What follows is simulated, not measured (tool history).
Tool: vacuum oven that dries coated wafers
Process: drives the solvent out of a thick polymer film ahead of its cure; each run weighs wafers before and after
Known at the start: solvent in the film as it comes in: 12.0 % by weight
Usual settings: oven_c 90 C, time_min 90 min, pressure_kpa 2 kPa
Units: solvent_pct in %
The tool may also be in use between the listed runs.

run	hour	oven_c	time_min	pressure_kpa	solvent_pct
1	0	90	90	2	2.65
2	59.2	90	90	2	2.59
3	121.6	90	90	2	2.52
4	166.8	90	77	2	2.79
5	222.6	90	77	2	2.93
6	282.1	90	77	2	2.85
7	349.1	90	77	2	2.86
8	423	90	90	2	2.54
9	462.3	90	90	2	2.69
10	505.6	78	90	2	5.27
11	556.4	86	90	2	3.25
# hour 598.3: oven's thermocouples calibrated
12	609.8	86	90	3.58	4.87
13	677.7	86	90	3.58	4.83
14	729	86	90	3.58	4.74
15	781.4	86	90	3.58	4.76
16	824.1	90	85	2	2.71
17	868.1	104	76	6.02	3.15
18	906.1	87	64	4.55	6.11
19	981.9	100	64	1.62	1.31
20	1039.1	86	90	4.19	5.38
21	1101.2	90	154	4.19	3.96
22	1169.3	96	145	2	1.49
23	1227.3	96	150	7.27	5.16
24	1272.8	96	150	7.27	5.17
25	1328	105	112	3.47	1.87
26	1402.2	86	46	2	5.3
27	1444.2	97	91	2	1.68
28	1496.8	97	116	1.56	1.06
29	1565.8	97	116	1.56	1.12
30	1614.9	97	116	1.56	1.16
31	1653	84	62	2.48	5.38

5 ways to go on from here, each from the tool as it stands after run 31. What would each give?
A	1685.5	91	90	2	?
B	1685.5	84	62	1.31	?
C	1685.5	90	90	1.64	?
D	1685.5	94	98	6.86	?
E	1685.5	84	47	1.46	?

run	solvent_pct
A	2.38
B	4.22
C	2.34
D	5.36
E	5.18
Without the tool's hidden state the same runs would have given:
run	solvent_pct
A	2.38
B	4.23
C	2.34
D	5.37
E	5.19
